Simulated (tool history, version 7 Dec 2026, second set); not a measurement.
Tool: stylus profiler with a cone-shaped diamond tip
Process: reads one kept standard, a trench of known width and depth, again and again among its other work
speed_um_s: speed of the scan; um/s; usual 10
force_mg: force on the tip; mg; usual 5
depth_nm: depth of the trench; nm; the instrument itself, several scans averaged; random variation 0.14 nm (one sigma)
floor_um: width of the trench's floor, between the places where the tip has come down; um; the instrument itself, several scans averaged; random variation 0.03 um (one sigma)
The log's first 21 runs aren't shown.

run,hour,speed_um_s,force_mg,depth_nm,floor_um
22,933.7,8,5,509.84,47.32
23,967.2,8,5,510.04,47.37
24,1007.3,8,5,509.82,47.29
25,1054.9,4,1.82,505,47.34
26,1113.2,3,2.76,506.82,47.3
27,1171.7,8,8.37,514.11,47.34
28,1222.1,8,8.37,513.98,47.33
29,1270.1,7,4.97,510.09,47.37
30,1320.7,11,13.16,519.01,47.31
31,1383.7,11,13.16,518.89,47.32
32,1426.4,10,2.28,505.76,47.26
33,1469,10,2.28,505.98,47.32
34,1520.4,12,9.96,515.75,47.35
35,1547.9,35,2.93,507.03,47.22
36,1575.5,10,4.36,509.15,47.33
37,1608,10,4.36,509.27,47.33
38,1662,28,3.56,507.97,47.25
39,1702.1,28,2.07,505.44,47.27
40,1752.5,28,2.07,505.58,47.26
41,1811.5,28,2.07,505.53,47.21
42,1845.2,10,6.27,511.53,47.28
43,1901.5,27,5.25,510.18,47.23
44,1954.3,27,5.25,509.95,47.3
45,1981.5,27,5.25,510.25,47.26
46,2023.2,19,2.32,506,47.22

Forecast each of these 4 alternatives for the next run:
A,2081.8,19,1.78,?,?
B,2081.8,25,2.76,?,?
C,2081.8,28,13.16,?,?
D,2081.8,4,1.87,?,?

run,depth_nm,floor_um
A,504.77,47.27
B,506.86,47.29
C,518.82,47.3
D,504.96,47.36
Without the tool's hidden state the same runs would have given:
run,depth_nm,floor_um
A,504.79,47.28
B,506.88,47.3
C,518.84,47.3
D,504.98,47.37
